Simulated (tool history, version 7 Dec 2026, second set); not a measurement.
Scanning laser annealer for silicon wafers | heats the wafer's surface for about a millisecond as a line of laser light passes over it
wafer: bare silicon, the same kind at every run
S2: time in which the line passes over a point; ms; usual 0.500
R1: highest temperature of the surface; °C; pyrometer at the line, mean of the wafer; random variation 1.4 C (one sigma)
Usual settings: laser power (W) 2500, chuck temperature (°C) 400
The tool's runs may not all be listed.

run 1 day=0.000 | laser_power_(W)=2500 S2=0.500 chuck_temperature_(°C)=400 | R1=1110
run 2 day=3.667 | laser_power_(W)=2500 S2=0.500 chuck_temperature_(°C)=400 | R1=1110
run 3 day=6.629 | laser_power_(W)=2488 S2=0.500 chuck_temperature_(°C)=400 | R1=1102
run 4 day=8.417 | laser_power_(W)=2354 S2=0.500 chuck_temperature_(°C)=400 | R1=1058
-- day=9.862 window over the wafer cleaned
run 5 day=10.988 | laser_power_(W)=2500 S2=0.500 chuck_temperature_(°C)=400 | R1=1116
run 6 day=14.929 | laser_power_(W)=2500 S2=0.500 chuck_temperature_(°C)=400 | R1=1113
run 7 day=18.762 | laser_power_(W)=2171 S2=0.500 chuck_temperature_(°C)=400 | R1=1004
run 8 day=22.688 | laser_power_(W)=2500 S2=0.500 chuck_temperature_(°C)=400 | R1=1109
run 9 day=26.238 | laser_power_(W)=2743 S2=0.500 chuck_temperature_(°C)=400 | R1=1189
run 10 day=29.712 | laser_power_(W)=2500 S2=0.500 chuck_temperature_(°C)=400 | R1=1106
run 11 day=33.100 | laser_power_(W)=2500 S2=0.500 chuck_temperature_(°C)=431 | R1=1135
-- day=35.738 laser's power meter calibrated
run 12 day=36.125 | laser_power_(W)=2500 S2=0.500 chuck_temperature_(°C)=431 | R1=1137
run 13 day=39.892 | laser_power_(W)=2500 S2=0.500 chuck_temperature_(°C)=431 | R1=1136
-- day=40.558 window over the wafer cleaned
run 14 day=43.683 | laser_power_(W)=2500 S2=0.500 chuck_temperature_(°C)=431 | R1=1147
run 15 day=47.075 | laser_power_(W)=2500 S2=0.500 chuck_temperature_(°C)=431 | R1=1145
-- day=48.312 laser's power meter calibrated, once more
run 16 day=49.971 | laser_power_(W)=2500 S2=0.500 chuck_temperature_(°C)=431 | R1=1121
run 17 day=52.812 | laser_power_(W)=2544 S2=0.500 chuck_temperature_(°C)=400 | R1=1105
run 18 day=54.846 | laser_power_(W)=2544 S2=0.500 chuck_temperature_(°C)=400 | R1=1103
run 19 day=57.779 | laser_power_(W)=2544 S2=0.500 chuck_temperature_(°C)=400 | R1=1101
run 20 day=60.396 | laser_power_(W)=2544 S2=0.500 chuck_temperature_(°C)=400 | R1=1097
run 21 day=63.000 | laser_power_(W)=2500 S2=0.477 chuck_temperature_(°C)=369 | R1=1036
run 22 day=64.938 | laser_power_(W)=2615 S2=0.454 chuck_temperature_(°C)=409 | R1=1093
run 23 day=67.717 | laser_power_(W)=2500 S2=0.481 chuck_temperature_(°C)=374 | R1=1041
-- day=69.504 optics aligned, line set to its width
run 24 day=70.517 | laser_power_(W)=2228 S2=0.481 chuck_temperature_(°C)=423 | R1=1019
-- day=71.379 window over the wafer cleaned
run 25 day=73.346 | laser_power_(W)=2582 S2=0.476 chuck_temperature_(°C)=373 | R1=1093
run 26 day=75.092 | laser_power_(W)=2373 S2=0.497 chuck_temperature_(°C)=400 | R1=1064
run 27 day=78.629 | laser_power_(W)=2500 S2=0.353 chuck_temperature_(°C)=368 | R1=956
run 28 day=82.212 | laser_power_(W)=2500 S2=0.419 chuck_temperature_(°C)=371 | R1=1012
run 29 day=85.858 | laser_power_(W)=2745 S2=0.555 chuck_temperature_(°C)=371 | R1=1196
run 30 day=88.917 | laser_power_(W)=2259 S2=0.507 chuck_temperature_(°C)=406 | R1=1034
run 31 day=91.425 | laser_power_(W)=2531 S2=0.414 chuck_temperature_(°C)=387 | R1=1030
run 32 day=94.762 | laser_power_(W)=2531 S2=0.414 chuck_temperature_(°C)=387 | R1=1026
run 33 day=96.679 | laser_power_(W)=2401 S2=0.474 chuck_temperature_(°C)=386 | R1=1035
run 34 day=98.321 | laser_power_(W)=2328 S2=0.371 chuck_temperature_(°C)=368 | R1=915
run 35 day=100.762 | laser_power_(W)=2259 S2=0.405 chuck_temperature_(°C)=431 | R1=982
-- day=101.633 window over the wafer cleaned
run 36 day=102.554 | laser_power_(W)=2259 S2=0.405 chuck_temperature_(°C)=367 | R1=930
run 37 day=104.592 | laser_power_(W)=2653 S2=0.401 chuck_temperature_(°C)=389 | R1=1064
run 38 day=106.846 | laser_power_(W)=2500 S2=0.500 chuck_temperature_(°C)=416 | R1=1123
run 39 day=110.521 | laser_power_(W)=2391 S2=0.355 chuck_temperature_(°C)=430 | R1=986
run 40 day=113.521 | laser_power_(W)=2391 S2=0.355 chuck_temperature_(°C)=430 | R1=983

Hidden state or all else? Some run-to-run changes of R1, split into what the settings, what came in and random variation would give without the hidden state, and what is left for the hidden state (with any gauge scatter that isn't in both results):
The hidden state here: light that passes the window, % of a clean one's; laser's true power over the reading, %; width of the line over the set one, %; drift of the gauge itself on peak_c, C.
Run 13 -> 14: window over the wafer cleaned. R1 +11 °C: hidden state +12, all else -1.
Run 15 -> 16: laser's power meter calibrated, once more. R1 -24 °C: hidden state -23, all else -1.
Run 23 -> 24: laser power (W) 2500 -> 2228, chuck temperature (°C) 374 -> 423, optics aligned, line set to its width. R1 -22 °C: hidden state +17, all else -39.
Run 28 -> 29: laser power (W) 2500 -> 2745, S2 0.419 -> 0.555. R1 +184 °C: hidden state -4, all else +188.
Run 29 -> 30: laser power (W) 2745 -> 2259, S2 0.555 -> 0.507, chuck temperature (°C) 371 -> 406. R1 -162 °C: hidden state +1, all else -163.
Run 38 -> 39: laser power (W) 2500 -> 2391, S2 0.500 -> 0.355, chuck temperature (°C) 416 -> 430. R1 -137 °C: hidden state -1, all else -136.
